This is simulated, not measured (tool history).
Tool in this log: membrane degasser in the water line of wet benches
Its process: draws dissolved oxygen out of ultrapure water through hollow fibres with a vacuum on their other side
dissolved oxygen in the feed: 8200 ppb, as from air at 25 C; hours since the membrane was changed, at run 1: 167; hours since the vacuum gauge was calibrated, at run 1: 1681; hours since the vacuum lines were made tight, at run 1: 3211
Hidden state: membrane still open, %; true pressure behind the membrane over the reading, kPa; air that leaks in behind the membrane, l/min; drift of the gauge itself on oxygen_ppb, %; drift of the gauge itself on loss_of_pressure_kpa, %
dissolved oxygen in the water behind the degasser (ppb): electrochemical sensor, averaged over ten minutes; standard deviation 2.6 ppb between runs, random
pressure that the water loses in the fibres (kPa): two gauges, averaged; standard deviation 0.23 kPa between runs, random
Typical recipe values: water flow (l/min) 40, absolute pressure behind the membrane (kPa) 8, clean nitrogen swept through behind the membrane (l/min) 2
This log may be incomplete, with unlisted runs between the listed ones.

| run | day | water flow (l/min) | absolute pressure behind the membrane (kPa) | clean nitrogen swept through behind the membrane (l/min) | hours since the membrane was changed | hours since the vacuum gauge was calibrated | hours since the vacuum lines were made tight | dissolved oxygen in the water behind the degasser (ppb) | pressure that the water loses in the fibres (kPa) |
|---|---|---|---|---|---|---|---|---|---|
| 1 | 0 | 40 | 8 | 2 | 167 | 1681 | 3211 | 254.8 | 57.48 |
| 2 | 5.283 | 40 | 8 | 2 | 294 | 1808 | 3338 | 255 | 57.25 |
| 3 | 8.208 | 40 | 8 | 2 | 364 | 1878 | 3408 | 259.7 | 57.17 |
| 4 | 10.812 | 40 | 8 | 2 | 426 | 1941 | 3470 | 256.5 | 57.06 |
| 5 | 14.625 | 40 | 8 | 2 | 518 | 2032 | 3562 | 255.6 | 57.25 |
| 6 | 18.167 | 40 | 8 | 2 | 603 | 2117 | 3647 | 257.8 | 57.47 |
| 7 | 21.2 | 26 | 8 | 2 | 676 | 2190 | 3720 | 156.1 | 37.41 |
| 8 | 25.083 | 26 | 8 | 2 | 769 | 2283 | 3813 | 155.3 | 37.36 |
|  | 29.408 | seals of the vacuum lines changed |
| 9 | 30.779 | 26 | 8 | 2 | 904 | 2418 | 33 | 155.6 | 37.15 |
| 10 | 35.225 | 40 | 8 | 4.01 | 1010 | 2524 | 140 | 159 | 57.35 |
| 11 | 38.754 | 55 | 8 | 2 | 1095 | 2609 | 224 | 375.4 | 78.9 |
| 12 | 43.583 | 55 | 8 | 2 | 1211 | 2725 | 340 | 383.5 | 78.57 |
| 13 | 46.617 | 55 | 8 | 2 | 1284 | 2798 | 413 | 377.4 | 78.37 |
| 14 | 50.196 | 55 | 8 | 2 | 1370 | 2884 | 499 | 380.1 | 78.56 |
| 15 | 54.975 | 40 | 8 | 5.83 | 1484 | 2998 | 614 | 126.9 | 57.56 |
| 16 | 58.246 | 40 | 8 | 2 | 1563 | 3077 | 692 | 260.4 | 57.11 |
| 17 | 63.554 | 25 | 14.45 | 3.95 | 1690 | 3204 | 819 | 180.2 | 35.95 |
| 18 | 67.938 | 25 | 14.45 | 3.95 | 1795 | 3310 | 925 | 178.9 | 35.56 |
| 19 | 73.558 | 27 | 8.27 | 3.07 | 1930 | 3444 | 1060 | 118.1 | 38.73 |
| 20 | 78.475 | 48 | 8 | 3.29 | 2048 | 3562 | 1178 | 236.1 | 68.34 |
| 21 | 82.446 | 51 | 13.83 | 2.9 | 2144 | 3658 | 1273 | 490.1 | 73.02 |
| 22 | 87.438 | 55 | 13.44 | 3.94 | 2263 | 3778 | 1393 | 417.4 | 78.91 |
| 23 | 91.504 | 55 | 13.44 | 3.94 | 2361 | 3875 | 1490 | 425.5 | 78.65 |
| 24 | 96.862 | 46 | 13.44 | 2.03 | 2490 | 4004 | 1619 | 541 | 65.85 |
| 25 | 101.229 | 46 | 13.44 | 2.03 | 2594 | 4109 | 1724 | 551.6 | 65.64 |
| 26 | 105.871 | 46 | 13.44 | 2.03 | 2706 | 4220 | 1835 | 551.1 | 65.71 |
| 27 | 111.821 | 27 | 6.43 | 0.95 | 2849 | 4363 | 1978 | 202.6 | 38.42 |
| 28 | 115.012 | 46 | 5.17 | 1.28 | 2925 | 4439 | 2055 | 215.3 | 66.18 |
| 29 | 120.858 | 40 | 18.87 | 2 | 3066 | 4580 | 2195 | 688.4 | 57.35 |
|  | 125.229 | vacuum gauge calibrated |
| 30 | 125.229 | 36 | 7.44 | 2 | 3170 | 0 | 2299 | 203.4 | 51.26 |
| 31 | 129.729 | 36 | 7.44 | 2 | 3278 | 108 | 2407 | 203.3 | 51.54 |

Forecast each of these 4 alternatives for the next run:
| A | 132.729 | 26 | 9.36 | 1.42 | 3350 | 180 | 2479 | ? | ? |
| B | 132.729 | 40 | 14.56 | 2 | 3350 | 180 | 2479 | ? | ? |
| C | 132.729 | 40 | 6.15 | 2 | 3350 | 180 | 2479 | ? | ? |
| D | 132.729 | 26 | 7.16 | 1.48 | 3350 | 180 | 2479 | ? | ? |

| run | dissolved oxygen in the water behind the degasser (ppb) | pressure that the water loses in the fibres (kPa) |
|---|---|---|
| A | 259 | 37.13 |
| B | 522.8 | 57.55 |
| C | 178.9 | 57.32 |
| D | 167.2 | 37.27 |
The same runs, with their run-to-run variation unchanged, on a tool lacking any hidden condition would have given:
| run | dissolved oxygen in the water behind the degasser (ppb) | pressure that the water loses in the fibres (kPa) |
|---|---|---|
| A | 258.9 | 37.1 |
| B | 522.5 | 57.5 |
| C | 178.7 | 57.27 |
| D | 167.1 | 37.24 |
